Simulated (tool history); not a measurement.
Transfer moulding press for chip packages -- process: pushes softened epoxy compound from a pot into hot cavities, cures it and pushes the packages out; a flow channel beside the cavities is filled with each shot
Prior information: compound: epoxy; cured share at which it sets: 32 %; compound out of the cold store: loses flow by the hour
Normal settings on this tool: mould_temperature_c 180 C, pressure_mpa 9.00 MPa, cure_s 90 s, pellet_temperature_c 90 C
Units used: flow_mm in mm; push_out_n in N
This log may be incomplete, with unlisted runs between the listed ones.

run   hour  mould_temperature_c  pressure_mpa  cure_s  pellet_temperature_c  incoming compound's hours out of the cold store  flow_mm  push_out_n
  1    0.0                  180          9.00      90                    90                                             32.6      649         398
      37.1  -- cavities cleaned with cleaning compound and waxed
  2   37.6                  180          9.00      90                    90                                             43.0      622         423
      74.8  -- cavities cleaned with cleaning compound and waxed
  3   87.3                  180          9.00      90                    90                                             31.6      638         613
     114.9  -- cavities cleaned with cleaning compound and waxed
  4  130.7                  180          9.00      90                    90                                             14.3      677         612
     157.6  -- cavities cleaned with cleaning compound and waxed
  5  174.0                  180          9.00      90                    90                                             15.4      653         629
     188.3  -- mould's thermocouples calibrated
     194.5  -- plunger's sealing rings changed
     200.3  -- cavities cleaned with cleaning compound and waxed
     240.4  -- cavities cleaned with cleaning compound and waxed
  6  248.1                  180          9.00      90                    90                                             35.3      677         523
     279.6  -- cavities cleaned with cleaning compound and waxed
     317.9  -- cavities cleaned with cleaning compound and waxed
  7  321.0                  180          9.00      90                    90                                             34.8      669         451
     358.4  -- cavities cleaned with cleaning compound and waxed
  8  366.9                  180          9.00      90                    90                                             47.2      640         549
     400.9  -- cavities cleaned with cleaning compound and waxed
  9  411.2                  180          9.00      90                    90                                             21.9      685         570
     438.3  -- cavities cleaned with cleaning compound and waxed
 10  461.6                  180          9.00      90                    90                                             22.1      657         705
     478.6  -- cavities cleaned with cleaning compound and waxed
 11  513.2                  187          9.00      96                    90                                             31.0      626         685
     521.0  -- cavities cleaned with cleaning compound and waxed
     561.1  -- cavities cleaned with cleaning compound and waxed
 12  571.6                  180          9.00      94                    90                                             22.2      636         522
     604.1  -- cavities cleaned with cleaning compound and waxed
     621.4  -- plunger's sealing rings changed
 13  625.1                  184          9.14      74                    91                                             16.4      729         737
     649.3  -- cavities cleaned with cleaning compound and waxed
 14  661.6                  175          8.71      74                    83                                             46.1      665        1053
     690.8  -- cavities cleaned with cleaning compound and waxed
     730.9  -- cavities cleaned with cleaning compound and waxed
 15  730.9                  186         10.13     115                    90                                             29.8      705         364
     771.5  -- cavities cleaned with cleaning compound and waxed
 16  802.5                  180         10.83      87                    90                                             38.6      722         787
     808.7  -- cavities cleaned with cleaning compound and waxed
 17  836.8                  179          9.00      90                    84                                             28.9      658         768
     851.1  -- cavities cleaned with cleaning compound and waxed
 18  883.7                  174          6.95      89                    96                                             24.7      596         982
     889.2  -- cavities cleaned with cleaning compound and waxed
     931.2  -- cavities cleaned with cleaning compound and waxed
 19  943.0                  174          9.42      89                    96                                             35.1      656         795

Consider 5 possible next runs. They are alternatives, not a sequence: every one starts from the tool as it was left by run 19. What does each give?
     972.3  -- cavities cleaned with cleaning compound and waxed
  A  984.8                  177          9.00      90                    89                                             22.1        ?           ?
     972.3  -- cavities cleaned with cleaning compound and waxed
  B  984.8                  180          8.76      90                    90                                             23.1        ?           ?
     972.3  -- cavities cleaned with cleaning compound and waxed
  C  984.8                  180          8.55      90                    90                                             30.4        ?           ?
     972.3  -- cavities cleaned with cleaning compound and waxed
  D  984.8                  180          9.79      90                    90                                             32.7        ?           ?
     972.3  -- cavities cleaned with cleaning compound and waxed
  E  984.8                  174          9.42      89                    97                                             25.0        ?           ?

run  flow_mm  push_out_n
  A      659         680
  B      636         582
  C      621         609
  D      664         582
  E      667         771
Had the tool no hidden state, the same runs would have come out as:
run  flow_mm  push_out_n
  A      726         456
  B      700         395
  C      684         418
  D      731         398
  E      734         507
